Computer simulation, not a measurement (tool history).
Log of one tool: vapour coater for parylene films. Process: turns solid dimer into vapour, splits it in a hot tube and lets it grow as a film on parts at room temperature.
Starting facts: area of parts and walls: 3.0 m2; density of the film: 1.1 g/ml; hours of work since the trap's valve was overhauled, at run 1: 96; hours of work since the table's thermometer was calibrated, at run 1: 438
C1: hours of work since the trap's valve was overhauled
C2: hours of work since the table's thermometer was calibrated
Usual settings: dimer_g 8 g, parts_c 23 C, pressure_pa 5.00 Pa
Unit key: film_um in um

Run 1, hour 0.0: usual settings; C1 96; C2 438. Result: film_um 1.71 um.
Run 2, hour 29.8: usual settings; C1 120; C2 462. Result: film_um 1.74 um.
Run 3, hour 45.3: usual settings; C1 132; C2 474. Result: film_um 1.72 um.
Run 4, hour 63.8: usual settings but pressure_pa 2.85 Pa; C1 146; C2 488. Result: film_um 1.83 um.
Run 5, hour 93.4: usual settings but pressure_pa 2.85 Pa; C1 170; C2 512. Result: film_um 1.80 um.
Run 6, hour 125.0: usual settings; C1 194; C2 536. Result: film_um 1.70 um.
Run 7, hour 143.0: usual settings; C1 208; C2 551. Result: film_um 1.68 um.
Run 8, hour 168.0: usual settings but pressure_pa 8.29 Pa; C1 228; C2 570. Result: film_um 1.54 um.
At hour 177.4: trap's valve overhauled.
Run 9, hour 206.2: usual settings but dimer_g 4 g; C1 23; C2 597. Result: film_um 0.90 um.
Run 10, hour 239.9: usual settings but dimer_g 4 g; C1 49; C2 623. Result: film_um 0.86 um.
Run 11, hour 256.3: usual settings but parts_c 18 C, pressure_pa 8.61 Pa; C1 62; C2 636. Result: film_um 2.06 um.
Run 12, hour 279.3: usual settings but dimer_g 5 g, parts_c 34 C, pressure_pa 3.53 Pa; C1 80; C2 654. Result: film_um 0.69 um.
Run 13, hour 303.0: usual settings but dimer_g 6 g, parts_c 16 C, pressure_pa 3.53 Pa; C1 98; C2 673. Result: film_um 1.71 um.
Run 14, hour 330.5: usual settings but dimer_g 4 g, parts_c 31 C, pressure_pa 2.64 Pa; C1 120; C2 694. Result: film_um 0.63 um.

Here are 5 independent what-if runs from the current tool condition. What would each one return?
Run A, hour 365.0: usual settings but dimer_g 3 g, parts_c 22 C; C1 147; C2 721. Result: film_um ?.
Run B, hour 365.0: usual settings but dimer_g 5 g, pressure_pa 10.78 Pa; C1 147; C2 721. Result: film_um ?.
Run C, hour 365.0: usual settings but dimer_g 13 g, parts_c 16 C, pressure_pa 7.96 Pa; C1 147; C2 721. Result: film_um ?.
Run D, hour 365.0: usual settings but dimer_g 5 g, parts_c 29 C, pressure_pa 3.07 Pa; C1 147; C2 721. Result: film_um ?.
Run E, hour 365.0: usual settings but dimer_g 5 g, parts_c 31 C, pressure_pa 2.84 Pa; C1 147; C2 721. Result: film_um ?.

run  film_um
  A     0.66
  B     0.93
  C     3.56
  D     0.81
  E     0.77
With no hidden state in the tool, these same runs would have given:
run  film_um
  A     0.71
  B     1.02
  C     3.84
  D     0.88
  E     0.84
